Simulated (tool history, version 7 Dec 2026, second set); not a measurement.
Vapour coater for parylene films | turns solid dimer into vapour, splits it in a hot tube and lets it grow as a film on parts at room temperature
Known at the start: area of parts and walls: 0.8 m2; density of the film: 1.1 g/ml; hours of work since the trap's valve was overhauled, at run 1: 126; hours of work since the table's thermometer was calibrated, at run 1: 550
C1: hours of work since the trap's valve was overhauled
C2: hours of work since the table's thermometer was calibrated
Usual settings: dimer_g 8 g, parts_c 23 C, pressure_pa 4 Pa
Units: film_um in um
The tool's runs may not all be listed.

{"run": 1, "hour": 0.0, "dimer_g": 8, "parts_c": 23, "pressure_pa": 4, "C1": 126, "C2": 550, "film_um": 4.89}
{"run": 2, "hour": 26.2, "dimer_g": 5, "parts_c": 23, "pressure_pa": 4, "C1": 146, "C2": 571, "film_um": 3.07}
{"run": 3, "hour": 47.8, "dimer_g": 5, "parts_c": 23, "pressure_pa": 4, "C1": 164, "C2": 588, "film_um": 3.01}
{"run": 4, "hour": 71.6, "dimer_g": 5, "parts_c": 23, "pressure_pa": 4, "C1": 183, "C2": 607, "film_um": 3.05}
{"run": 5, "hour": 87.4, "dimer_g": 8, "parts_c": 23, "pressure_pa": 4, "C1": 195, "C2": 620, "film_um": 4.75}
{"run": 6, "hour": 115.5, "dimer_g": 8, "parts_c": 23, "pressure_pa": 4, "C1": 218, "C2": 642, "film_um": 4.82}
{"run": 7, "hour": 144.8, "dimer_g": 8, "parts_c": 31, "pressure_pa": 3.84, "C1": 241, "C2": 666, "film_um": 3.32}
{"run": 8, "hour": 168.9, "dimer_g": 8, "parts_c": 31, "pressure_pa": 2.92, "C1": 261, "C2": 685, "film_um": 3.33}
{"run": 9, "hour": 182.5, "dimer_g": 8, "parts_c": 31, "pressure_pa": 2.92, "C1": 271, "C2": 696, "film_um": 3.32}
{"run": 10, "hour": 200.2, "dimer_g": 7, "parts_c": 30, "pressure_pa": 4, "C1": 285, "C2": 710, "film_um": 3.02}
{"run": 11, "hour": 215.7, "dimer_g": 4, "parts_c": 33, "pressure_pa": 3.13, "C1": 298, "C2": 722, "film_um": 1.51}
{"run": 12, "hour": 235.8, "dimer_g": 8, "parts_c": 23, "pressure_pa": 8.26, "C1": 314, "C2": 738, "film_um": 4.42}

Forecast each of these 4 alternatives for the next run:
{"run": "A", "hour": 263.3, "dimer_g": 8, "parts_c": 16, "pressure_pa": 3.15, "C1": 336, "C2": 760, "film_um": "?"}
{"run": "B", "hour": 263.3, "dimer_g": 4, "parts_c": 17, "pressure_pa": 8.26, "C1": 336, "C2": 760, "film_um": "?"}
{"run": "C", "hour": 263.3, "dimer_g": 8, "parts_c": 23, "pressure_pa": 4, "C1": 336, "C2": 760, "film_um": "?"}
{"run": "D", "hour": 263.3, "dimer_g": 8, "parts_c": 22, "pressure_pa": 4, "C1": 336, "C2": 760, "film_um": "?"}

run=A film_um=6.28
run=B film_um=2.8
run=C film_um=4.54
run=D film_um=4.78
Without the tool's hidden state the same runs would have given:
run=A film_um=7.04
run=B film_um=3.15
run=C film_um=5.09
run=D film_um=5.35
